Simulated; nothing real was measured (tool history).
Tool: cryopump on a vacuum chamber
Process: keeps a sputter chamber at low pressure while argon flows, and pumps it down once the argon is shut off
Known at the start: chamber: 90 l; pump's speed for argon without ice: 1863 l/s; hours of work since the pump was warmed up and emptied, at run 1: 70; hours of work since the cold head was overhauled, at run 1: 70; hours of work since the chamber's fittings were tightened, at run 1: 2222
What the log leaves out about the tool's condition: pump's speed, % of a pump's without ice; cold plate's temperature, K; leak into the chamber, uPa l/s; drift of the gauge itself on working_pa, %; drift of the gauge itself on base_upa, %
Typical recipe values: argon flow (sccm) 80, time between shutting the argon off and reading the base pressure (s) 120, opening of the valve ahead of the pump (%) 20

| run | day | argon flow (sccm) | time between shutting the argon off and reading the base pressure (s) | opening of the valve ahead of the pump (%) | hours of work since the pump was warmed up and emptied | hours of work since the cold head was overhauled | hours of work since the chamber's fittings were tightened | pressure while argon flows (Pa) | pressure after the wait (uPa) |
|---|---|---|---|---|---|---|---|---|---|
| 1 | 0.000 | 80 | 120 | 20 | 70 | 70 | 2222 | 0.3661 | 0.79 |
| 2 | 2.150 | 80 | 120 | 20 | 105 | 105 | 2257 | 0.3685 | 0.83 |
| 3 | 4.521 | 80 | 120 | 20 | 143 | 143 | 2295 | 0.3738 | 0.87 |
| 4 | 7.088 | 110 | 120 | 20 | 185 | 185 | 2337 | 0.5128 | 0.90 |
| 5 | 8.700 | 110 | 120 | 20 | 211 | 211 | 2364 | 0.5177 | 0.91 |
| 6 | 10.671 | 110 | 120 | 20 | 243 | 243 | 2396 | 0.5140 | 0.92 |
| 7 | 14.167 | 110 | 120 | 20 | 300 | 300 | 2453 | 0.5216 | 1.01 |
| 8 | 17.075 | 110 | 120 | 20 | 348 | 348 | 2500 | 0.5270 | 1.03 |
| 9 | 18.904 | 99 | 120 | 20 | 377 | 377 | 2530 | 0.4767 | 1.06 |
| 10 | 20.954 | 99 | 120 | 20 | 411 | 411 | 2563 | 0.4809 | 1.09 |
| 11 | 22.633 | 99 | 120 | 20 | 438 | 438 | 2590 | 0.4826 | 1.10 |
| 12 | 25.658 | 80 | 45 | 20 | 487 | 487 | 2640 | 0.3934 | 1.42 |
|  | 26.492 | pump warmed up, emptied and cooled again |
| 13 | 29.375 | 80 | 120 | 20 | 47 | 544 | 2697 | 0.3659 | 0.95 |
| 14 | 31.467 | 80 | 120 | 20 | 81 | 579 | 2731 | 0.3679 | 0.93 |
| 15 | 33.300 | 80 | 120 | 20 | 111 | 608 | 2761 | 0.3684 | 0.94 |
| 16 | 36.583 | 80 | 120 | 20 | 164 | 662 | 2814 | 0.3713 | 0.97 |
| 17 | 40.271 | 80 | 120 | 20 | 224 | 722 | 2874 | 0.3765 | 1.05 |
| 18 | 43.004 | 80 | 56 | 22 | 269 | 766 | 2919 | 0.3444 | 1.26 |
| 19 | 46.242 | 117 | 120 | 25 | 321 | 819 | 2971 | 0.4484 | 1.14 |
| 20 | 48.983 | 69 | 120 | 58 | 366 | 864 | 3016 | 0.1244 | 1.14 |
| 21 | 50.550 | 38 | 142 | 15 | 392 | 889 | 3041 | 0.2413 | 1.18 |
| 22 | 52.767 | 80 | 71 | 28 | 428 | 925 | 3077 | 0.2838 | 1.36 |
| 23 | 55.838 | 80 | 224 | 53 | 478 | 975 | 3127 | 0.1651 | 1.18 |
|  | 57.221 | pump warmed up, emptied and cooled again |
| 24 | 59.342 | 87 | 30 | 53 | 35 | 1029 | 3181 | 0.1517 | 1.53 |
| 25 | 61.154 | 86 | 23 | 21 | 64 | 1058 | 3211 | 0.3767 | 1.84 |
| 26 | 63.696 | 86 | 23 | 21 | 105 | 1100 | 3252 | 0.3788 | 1.83 |
| 27 | 66.092 | 86 | 23 | 21 | 144 | 1139 | 3291 | 0.3825 | 1.93 |
| 28 | 67.829 | 51 | 120 | 48 | 173 | 1167 | 3319 | 0.1031 | 1.13 |
| 29 | 70.188 | 51 | 120 | 48 | 211 | 1205 | 3358 | 0.1036 | 1.13 |
| 30 | 71.758 | 80 | 38 | 36 | 237 | 1231 | 3383 | 0.2163 | 1.58 |
| 31 | 73.308 | 145 | 120 | 20 | 262 | 1256 | 3408 | 0.6869 | 1.20 |
| 32 | 75.625 | 145 | 120 | 20 | 300 | 1294 | 3446 | 0.6829 | 1.21 |
| 33 | 77.896 | 141 | 20 | 28 | 337 | 1331 | 3483 | 0.4871 | 2.14 |
| 34 | 81.462 | 80 | 120 | 33 | 395 | 1389 | 3541 | 0.2452 | 1.34 |

Measured result minus the same run's result without the hidden state. Both carry the same run-to-run variation, though not necessarily the same gauge scatter:
| run | pressure while argon flows (Pa) | pressure after the wait (uPa) |
|---|---|---|
| 1 | +0.0036 | +0.47 |
| 2 | +0.0053 | +0.51 |
| 3 | +0.0072 | +0.52 |
| 4 | +0.0132 | +0.57 |
| 5 | +0.0153 | +0.58 |
| 6 | +0.0177 | +0.59 |
| 7 | +0.0226 | +0.64 |
| 8 | +0.0268 | +0.68 |
| 9 | +0.0266 | +0.70 |
| 10 | +0.0296 | +0.74 |
| 11 | +0.0326 | +0.77 |
| 12 | +0.0303 | +0.83 |
| 13 | +0.0025 | +0.56 |
| 14 | +0.0040 | +0.59 |
| 15 | +0.0055 | +0.62 |
| 16 | +0.0081 | +0.64 |
| 17 | +0.0115 | +0.71 |
| 18 | +0.0140 | +0.71 |
| 19 | +0.0254 | +0.79 |
| 20 | +0.0174 | +0.80 |
| 21 | +0.0106 | +0.85 |
| 22 | +0.0247 | +0.87 |
| 23 | +0.0286 | +0.93 |
| 24 | +0.0034 | +0.66 |
| 25 | +0.0048 | +0.71 |
| 26 | +0.0068 | +0.72 |
| 27 | +0.0090 | +0.78 |
| 28 | +0.0062 | +0.77 |
| 29 | +0.0076 | +0.80 |
| 30 | +0.0137 | +0.83 |
| 31 | +0.0274 | +0.85 |
| 32 | +0.0309 | +0.88 |
| 33 | +0.0343 | +0.92 |
| 34 | +0.0239 | +0.98 |

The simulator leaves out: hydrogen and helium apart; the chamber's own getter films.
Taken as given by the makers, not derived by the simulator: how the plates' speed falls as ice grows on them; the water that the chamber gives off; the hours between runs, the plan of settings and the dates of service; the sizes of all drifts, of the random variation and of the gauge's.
